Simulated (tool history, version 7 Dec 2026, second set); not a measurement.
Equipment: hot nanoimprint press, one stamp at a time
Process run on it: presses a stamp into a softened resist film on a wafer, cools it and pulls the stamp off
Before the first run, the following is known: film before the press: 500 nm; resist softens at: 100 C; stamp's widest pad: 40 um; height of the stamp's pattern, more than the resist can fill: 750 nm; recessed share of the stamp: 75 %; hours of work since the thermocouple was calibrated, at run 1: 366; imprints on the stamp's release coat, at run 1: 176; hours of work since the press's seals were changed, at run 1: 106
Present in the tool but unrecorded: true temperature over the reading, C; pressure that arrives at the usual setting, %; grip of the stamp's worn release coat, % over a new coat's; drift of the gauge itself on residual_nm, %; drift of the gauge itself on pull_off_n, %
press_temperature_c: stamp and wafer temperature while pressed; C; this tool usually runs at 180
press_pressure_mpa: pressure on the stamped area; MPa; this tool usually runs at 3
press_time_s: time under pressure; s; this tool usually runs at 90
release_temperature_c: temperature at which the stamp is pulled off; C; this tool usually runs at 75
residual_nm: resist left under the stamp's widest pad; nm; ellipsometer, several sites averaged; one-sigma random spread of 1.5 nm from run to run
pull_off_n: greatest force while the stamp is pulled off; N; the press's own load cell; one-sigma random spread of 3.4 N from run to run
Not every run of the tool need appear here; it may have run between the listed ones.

run    day  press_temperature_c  press_pressure_mpa  press_time_s  release_temperature_c  hours of work since the thermocouple was calibrated  imprints on the stamp's release coat  hours of work since the press's seals were changed  residual_nm  pull_off_n
  1      0                  180                   3            90                     75                                                  366                                   176                                                 106        240.3         233
  2  0.262                  180                   3            90                     75                                                  371                                   195                                                 110        240.4         225
  3  0.483                  180                   3            90                     75                                                  374                                   212                                                 114        243.7         223
  4  0.921                  180                   3            90                     73                                                  382                                   243                                                 121        242.1         235
  5  1.312                  180                   3            90                     73                                                  388                                   272                                                 128        239.8         238
  6    1.7                  180                   3            90                     73                                                  395                                   301                                                 134          241         243

What does the tool deliver on the next run?
  7  1.942                  180                   3            90                     73                                                  399                                   318                                                 138            ?           ?

residual_nm: 235.2 nm
pull_off_n: 242 N
With no hidden state in the tool, this same run would have given residual_nm 235.6 nm, pull_off_n 242 N.
